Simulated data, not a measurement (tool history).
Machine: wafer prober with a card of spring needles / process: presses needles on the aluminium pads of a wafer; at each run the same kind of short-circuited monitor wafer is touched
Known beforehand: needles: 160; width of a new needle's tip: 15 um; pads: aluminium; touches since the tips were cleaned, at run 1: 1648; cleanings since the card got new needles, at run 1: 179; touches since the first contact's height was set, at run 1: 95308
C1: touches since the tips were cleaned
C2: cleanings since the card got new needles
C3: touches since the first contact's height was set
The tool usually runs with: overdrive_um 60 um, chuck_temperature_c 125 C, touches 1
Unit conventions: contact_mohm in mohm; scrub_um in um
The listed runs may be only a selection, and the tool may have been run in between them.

run 1 hour=0 | overdrive_um=60 chuck_temperature_c=125 touches=1 | C1=1648 C2=179 C3=95308 | contact_mohm=127 scrub_um=12.53
-- hour=8 tips cleaned on abrasive film
-- hour=18.7 tips cleaned on abrasive film
-- hour=29.4 tips cleaned on abrasive film
run 2 hour=35.6 | overdrive_um=60 chuck_temperature_c=125 touches=1 | C1=2474 C2=182 C3=109359 | contact_mohm=128 scrub_um=12.47
-- hour=41 tips cleaned on abrasive film
-- hour=54.3 tips cleaned on abrasive film
-- hour=65 tips cleaned on abrasive film
-- hour=78.4 tips cleaned on abrasive film
run 3 hour=83.4 | overdrive_um=60 chuck_temperature_c=125 touches=1 | C1=2017 C2=186 C3=128214 | contact_mohm=129 scrub_um=12.55
-- hour=91.5 tips cleaned on abrasive film
-- hour=104.8 tips cleaned on abrasive film
-- hour=115.5 tips cleaned on abrasive film
-- hour=128.8 tips cleaned on abrasive film
-- hour=142.1 tips cleaned on abrasive film
run 4 hour=149.2 | overdrive_um=60 chuck_temperature_c=125 touches=1 | C1=2813 C2=191 C3=154179 | contact_mohm=129 scrub_um=12.55
-- hour=154.6 tips cleaned on abrasive film
-- hour=165.3 tips cleaned on abrasive film
-- hour=178.6 tips cleaned on abrasive film
-- hour=191.9 tips cleaned on abrasive film
-- hour=205.3 tips cleaned on abrasive film
run 5 hour=210.8 | overdrive_um=60 chuck_temperature_c=125 touches=1 | C1=2196 C2=196 C3=178475 | contact_mohm=127 scrub_um=12.46
-- hour=216.2 tips cleaned on abrasive film
-- hour=226.9 tips cleaned on abrasive film
-- hour=240.2 tips cleaned on abrasive film
-- hour=253.5 tips cleaned on abrasive film
run 6 hour=255.2 | overdrive_um=60 chuck_temperature_c=125 touches=1 | C1=671 C2=200 C3=195983 | contact_mohm=129 scrub_um=12.47
-- hour=260.8 height of the first contact set anew
-- hour=266.2 tips cleaned on abrasive film
-- hour=276.9 tips cleaned on abrasive film
-- hour=290.2 tips cleaned on abrasive film
-- hour=300.9 tips cleaned on abrasive film
-- hour=311.6 tips cleaned on abrasive film
-- hour=324.9 tips cleaned on abrasive film
run 7 hour=332.7 | overdrive_um=60 chuck_temperature_c=125 touches=2 | C1=3111 C2=206 C3=28367 | contact_mohm=126 scrub_um=12.43
-- hour=338.1 tips cleaned on abrasive film
-- hour=351.4 tips cleaned on abrasive film
-- hour=364.7 tips cleaned on abrasive film
-- hour=375.4 tips cleaned on abrasive film
-- hour=388.8 tips cleaned on abrasive film
-- hour=399.4 tips cleaned on abrasive film
-- hour=412.8 tips cleaned on abrasive film
run 8 hour=416.6 | overdrive_um=60 chuck_temperature_c=125 touches=1 | C1=1511 C2=213 C3=61449 | contact_mohm=127 scrub_um=12.45
-- hour=424.6 tips cleaned on abrasive film
-- hour=437.9 tips cleaned on abrasive film
-- hour=448.6 tips cleaned on abrasive film
-- hour=461.9 tips cleaned on abrasive film
-- hour=475.3 tips cleaned on abrasive film
run 9 hour=485.5 | overdrive_um=49 chuck_temperature_c=125 touches=1 | C1=4077 C2=218 C3=88678 | contact_mohm=132 scrub_um=10.13
-- hour=488.3 tips cleaned on abrasive film
-- hour=501.6 tips cleaned on abrasive film
-- hour=514.9 tips cleaned on abrasive film
-- hour=525.6 tips cleaned on abrasive film
-- hour=538.9 tips cleaned on abrasive film
-- hour=552.3 tips cleaned on abrasive film
-- hour=565.6 tips cleaned on abrasive film
run 10 hour=566.7 | overdrive_um=60 chuck_temperature_c=83 touches=1 | C1=438 C2=225 C3=120687 | contact_mohm=123 scrub_um=12.38
-- hour=577.4 tips cleaned on abrasive film
-- hour=589.4 card fitted with new needles
-- hour=600.1 tips cleaned on abrasive film
-- hour=610.7 tips cleaned on abrasive film
-- hour=624.1 tips cleaned on abrasive film
-- hour=637.4 tips cleaned on abrasive film
-- hour=648.1 tips cleaned on abrasive film
run 11 hour=650.4 | overdrive_um=60 chuck_temperature_c=125 touches=1 | C1=926 C2=5 C3=24079 | contact_mohm=127 scrub_um=12.37
-- hour=661.1 tips cleaned on abrasive film
-- hour=671.8 tips cleaned on abrasive film
-- hour=682.5 tips cleaned on abrasive film
-- hour=695.8 tips cleaned on abrasive film
-- hour=709.1 tips cleaned on abrasive film
-- hour=722.4 tips cleaned on abrasive film
run 12 hour=724.3 | overdrive_um=60 chuck_temperature_c=125 touches=1 | C1=759 C2=11 C3=53252 | contact_mohm=129 scrub_um=12.35
-- hour=735 tips cleaned on abrasive film
-- hour=745.7 tips cleaned on abrasive film
-- hour=759 tips cleaned on abrasive film
-- hour=769.7 tips cleaned on abrasive film
run 13 hour=780.2 | overdrive_um=55 chuck_temperature_c=125 touches=1 | C1=4180 C2=15 C3=75322 | contact_mohm=130 scrub_um=11.29
-- hour=783 tips cleaned on abrasive film
-- hour=796.3 tips cleaned on abrasive film
-- hour=809.6 tips cleaned on abrasive film
-- hour=823 tips cleaned on abrasive film
-- hour=836.3 tips cleaned on abrasive film
run 14 hour=844.6 | overdrive_um=40 chuck_temperature_c=92 touches=1 | C1=3312 C2=20 C3=100734 | contact_mohm=130 scrub_um=8.22
-- hour=847.4 tips cleaned on abrasive film
-- hour=860.7 tips cleaned on abrasive film
-- hour=874 tips cleaned on abrasive film
-- hour=887.3 tips cleaned on abrasive film
-- hour=900.7 tips cleaned on abrasive film
-- hour=914 tips cleaned on abrasive film
run 15 hour=923.5 | overdrive_um=57 chuck_temperature_c=108 touches=2 | C1=3763 C2=26 C3=131859 | contact_mohm=126 scrub_um=11.64
-- hour=926.2 tips cleaned on abrasive film
-- hour=936.9 tips cleaned on abrasive film
-- hour=950.2 tips cleaned on abrasive film
-- hour=963.5 tips cleaned on abrasive film
-- hour=974.2 tips cleaned on abrasive film
run 16 hour=976 | overdrive_um=60 chuck_temperature_c=110 touches=2 | C1=722 C2=31 C3=152577 | contact_mohm=129 scrub_um=12.32
-- hour=986.7 tips cleaned on abrasive film
-- hour=997.4 tips cleaned on abrasive film
-- hour=1010.7 tips cleaned on abrasive film
-- hour=1024.1 tips cleaned on abrasive film
run 17 hour=1026.2 | overdrive_um=60 chuck_temperature_c=110 touches=2 | C1=833 C2=35 C3=172352 | contact_mohm=125 scrub_um=12.24
-- hour=1036.8 tips cleaned on abrasive film
-- hour=1050.2 tips cleaned on abrasive film
-- hour=1060.8 tips cleaned on abrasive film
-- hour=1071.5 tips cleaned on abrasive film
-- hour=1084.9 tips cleaned on abrasive film
-- hour=1090.4 height of the first contact set anew
-- hour=1098.5 tips cleaned on abrasive film
run 18 hour=1106.8 | overdrive_um=56 chuck_temperature_c=125 touches=2 | C1=3311 C2=41 C3=6468 | contact_mohm=127 scrub_um=11.43
-- hour=1109.6 tips cleaned on abrasive film
-- hour=1120.2 tips cleaned on abrasive film
-- hour=1133.6 tips cleaned on abrasive film
-- hour=1144.2 tips cleaned on abrasive film
-- hour=1157.6 tips cleaned on abrasive film
-- hour=1170.9 tips cleaned on abrasive film
run 19 hour=1178.3 | overdrive_um=64 chuck_temperature_c=36 touches=3 | C1=2934 C2=47 C3=34657 | contact_mohm=115 scrub_um=13.01
-- hour=1183.7 tips cleaned on abrasive film
-- hour=1194.3 tips cleaned on abrasive film
-- hour=1207.7 tips cleaned on abrasive film
-- hour=1218.4 tips cleaned on abrasive film
run 20 hour=1227.7 | overdrive_um=53 chuck_temperature_c=41 touches=1 | C1=3723 C2=51 C3=54166 | contact_mohm=119 scrub_um=10.77
-- hour=1230.5 tips cleaned on abrasive film
-- hour=1241.1 tips cleaned on abrasive film
-- hour=1251.8 tips cleaned on abrasive film
-- hour=1265.2 tips cleaned on abrasive film
-- hour=1278.5 tips cleaned on abrasive film
-- hour=1291.8 tips cleaned on abrasive film
-- hour=1305.1 tips cleaned on abrasive film
run 21 hour=1311.8 | overdrive_um=53 chuck_temperature_c=41 touches=1 | C1=2637 C2=58 C3=87321 | contact_mohm=119 scrub_um=10.72
-- hour=1317.2 tips cleaned on abrasive film
-- hour=1330.5 tips cleaned on abrasive film
-- hour=1343.8 tips cleaned on abrasive film
-- hour=1354.5 tips cleaned on abrasive film
-- hour=1367.8 tips cleaned on abrasive film
-- hour=1373.1 gauge calibrated
-- hour=1378.5 tips cleaned on abrasive film
-- hour=1390.4 tips cleaned on abrasive film
run 22 hour=1390.4 | overdrive_um=60 chuck_temperature_c=97 touches=1 | C1=0 C2=65 C3=118335 | contact_mohm=125 scrub_um=12.54
-- hour=1403.8 tips cleaned on abrasive film
-- hour=1417.1 tips cleaned on abrasive film
-- hour=1430.4 tips cleaned on abrasive film
-- hour=1443.3 tips cleaned on abrasive film
run 23 hour=1443.3 | overdrive_um=79 chuck_temperature_c=111 touches=3 | C1=0 C2=69 C3=139195 | contact_mohm=123 scrub_um=16.51

What would each run have given without the hidden state, its run-to-run variation left as it was?
Hidden state at play: debris on the tips, nm; way that the needles fall short of the set height, um; tips' diameter, um; drift of the gauge itself on contact_mohm, %; drift of the gauge itself on scrub_um, %.
run=1 scrub_um=12.53
run=2 scrub_um=12.48
run=3 scrub_um=12.57
run=4 scrub_um=12.59
run=5 scrub_um=12.52
run=6 scrub_um=12.54
run=7 scrub_um=12.52
run=8 scrub_um=12.57
run=9 scrub_um=10.23
run=10 scrub_um=12.53
run=11 scrub_um=12.55
run=12 scrub_um=12.54
run=13 scrub_um=11.48
run=14 scrub_um=8.37
run=15 scrub_um=11.88
run=16 scrub_um=12.59
run=17 scrub_um=12.52
run=18 scrub_um=11.7
run=19 scrub_um=13.35
run=20 scrub_um=11.06
run=21 scrub_um=11.03
run=22 scrub_um=12.55
run=23 scrub_um=16.53
contact_mohm: at most 1 mohm away from the measurement, every run.

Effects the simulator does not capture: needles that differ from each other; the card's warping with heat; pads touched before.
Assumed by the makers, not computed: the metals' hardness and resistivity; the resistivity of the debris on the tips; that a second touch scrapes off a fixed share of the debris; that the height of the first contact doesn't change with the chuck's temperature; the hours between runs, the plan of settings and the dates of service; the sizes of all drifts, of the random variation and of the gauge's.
